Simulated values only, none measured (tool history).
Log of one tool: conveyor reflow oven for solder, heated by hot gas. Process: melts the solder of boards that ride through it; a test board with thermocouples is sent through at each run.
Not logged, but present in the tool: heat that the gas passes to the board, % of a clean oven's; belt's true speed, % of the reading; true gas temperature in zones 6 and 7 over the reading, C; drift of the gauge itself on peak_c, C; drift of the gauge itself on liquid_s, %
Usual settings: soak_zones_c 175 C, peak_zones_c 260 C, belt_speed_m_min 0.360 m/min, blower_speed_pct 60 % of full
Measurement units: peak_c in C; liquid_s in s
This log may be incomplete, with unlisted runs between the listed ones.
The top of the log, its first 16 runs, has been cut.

| run | hour | soak_zones_c | peak_zones_c | belt_speed_m_min | blower_speed_pct | hours of work since the flux was cleaned out | hours of work since the belt drive was overhauled | hours of work since the thermocouples were changed | peak_c | liquid_s |
|---|---|---|---|---|---|---|---|---|---|---|
| 17 | 235.4 | 188 | 267 | 0.372 | 72 | 14 | 458 | 177 | 252.5 | 81.6 |
| 18 | 244.0 | 177 | 268 | 0.379 | 72 | 20 | 464 | 183 | 251.7 | 72.7 |
| 19 | 260.2 | 177 | 268 | 0.379 | 72 | 31 | 475 | 194 | 250.7 | 71.4 |
| 20 | 269.1 | 177 | 268 | 0.379 | 72 | 37 | 481 | 200 | 251.4 | 70.3 |
| 21 | 280.6 | 160 | 268 | 0.379 | 67 | 45 | 489 | 208 | 246.3 | 59.2 |
| 22 | 290.0 | 185 | 248 | 0.360 | 60 | 51 | 495 | 214 | 234.4 | 58.3 |
| 23 | 304.1 | 160 | 263 | 0.360 | 64 | 61 | 505 | 224 | 243.5 | 59.0 |
| 24 | 314.9 | 160 | 263 | 0.360 | 64 | 68 | 512 | 231 | 242.5 | 60.4 |
| 25 | 328.4 | 180 | 260 | 0.360 | 60 | 77 | 521 | 240 | 243.1 | 67.4 |
| 26 | 341.5 | 180 | 260 | 0.360 | 60 | 86 | 530 | 249 | 243.3 | 67.2 |
| 27 | 353.2 | 180 | 264 | 0.372 | 60 | 94 | 538 | 257 | 245.9 | 67.5 |

Run 28 comes next. What will it give?
| 28 | 363.2 | 175 | 260 | 0.426 | 53 | 101 | 545 | 264 | ? | ? |

{"run 28": {"peak_c": 234.8, "liquid_s": 40.6}}
Without the tool's hidden state the same run would have given peak_c 236.2 C, liquid_s 42.5 s.
